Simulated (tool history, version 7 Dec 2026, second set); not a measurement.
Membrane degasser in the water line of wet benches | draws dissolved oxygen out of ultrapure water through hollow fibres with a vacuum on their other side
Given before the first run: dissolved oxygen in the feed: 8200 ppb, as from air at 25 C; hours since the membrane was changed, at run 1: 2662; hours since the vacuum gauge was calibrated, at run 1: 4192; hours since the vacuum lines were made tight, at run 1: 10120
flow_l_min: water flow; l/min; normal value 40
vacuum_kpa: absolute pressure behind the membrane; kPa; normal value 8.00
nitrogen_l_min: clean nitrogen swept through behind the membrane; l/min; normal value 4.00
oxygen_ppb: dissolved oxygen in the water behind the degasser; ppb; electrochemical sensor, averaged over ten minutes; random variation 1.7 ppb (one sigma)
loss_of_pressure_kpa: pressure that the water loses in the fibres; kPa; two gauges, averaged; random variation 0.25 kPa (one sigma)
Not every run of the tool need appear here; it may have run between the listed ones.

run	day	flow_l_min	vacuum_kpa	nitrogen_l_min	hours since the membrane was changed	hours since the vacuum gauge was calibrated	hours since the vacuum lines were made tight	oxygen_ppb	loss_of_pressure_kpa
1	0.000	40	8.00	4.00	2662	4192	10120	162.5	66.84
2	6.212	40	8.00	4.00	2811	4341	10269	167.1	67.05
3	13.671	40	8.00	4.00	2990	4520	10448	164.6	66.38
4	18.083	40	8.00	4.00	3096	4626	10554	164.7	66.60
5	22.017	40	8.00	4.00	3190	4720	10648	164.1	66.55
6	30.592	40	8.00	4.00	3396	4926	10854	163.9	66.32
7	37.696	40	12.57	4.00	3566	5096	11025	267.7	66.44
# day 40.029: seals of the vacuum lines changed
8	46.554	47	8.00	4.00	3777	5307	157	230.0	77.26
9	51.125	47	8.00	4.00	3887	5417	266	228.2	78.29
10	59.233	28	7.35	5.83	4081	5611	461	57.3	46.21
11	64.004	37	9.06	5.71	4196	5726	575	127.5	61.17
12	72.179	37	9.06	5.71	4392	5922	772	128.9	61.25
13	80.121	37	9.06	5.71	4582	6113	962	126.8	61.43
14	89.262	38	11.91	8.83	4802	6332	1182	134.3	62.83
15	93.533	38	13.63	5.91	4904	6435	1284	196.8	62.19
16	101.579	54	6.15	9.31	5098	6628	1477	213.4	88.68
17	106.629	54	6.15	9.31	5219	6749	1598	210.2	88.87

Forecast each of these 3 alternatives for the next run:
A	110.700	39	19.03	1.76	5316	6847	1696	?	?
B	110.700	47	6.15	9.31	5316	6847	1696	?	?
C	110.700	39	8.03	4.00	5316	6847	1696	?	?

run	oxygen_ppb	loss_of_pressure_kpa
A	756.3	63.98
B	140.7	77.59
C	156.1	64.35
Take away the tool's hidden state, keep each run's random variation, and the runs would have read:
run	oxygen_ppb	loss_of_pressure_kpa
A	756.2	64.94
B	140.6	78.75
C	156.0	65.32

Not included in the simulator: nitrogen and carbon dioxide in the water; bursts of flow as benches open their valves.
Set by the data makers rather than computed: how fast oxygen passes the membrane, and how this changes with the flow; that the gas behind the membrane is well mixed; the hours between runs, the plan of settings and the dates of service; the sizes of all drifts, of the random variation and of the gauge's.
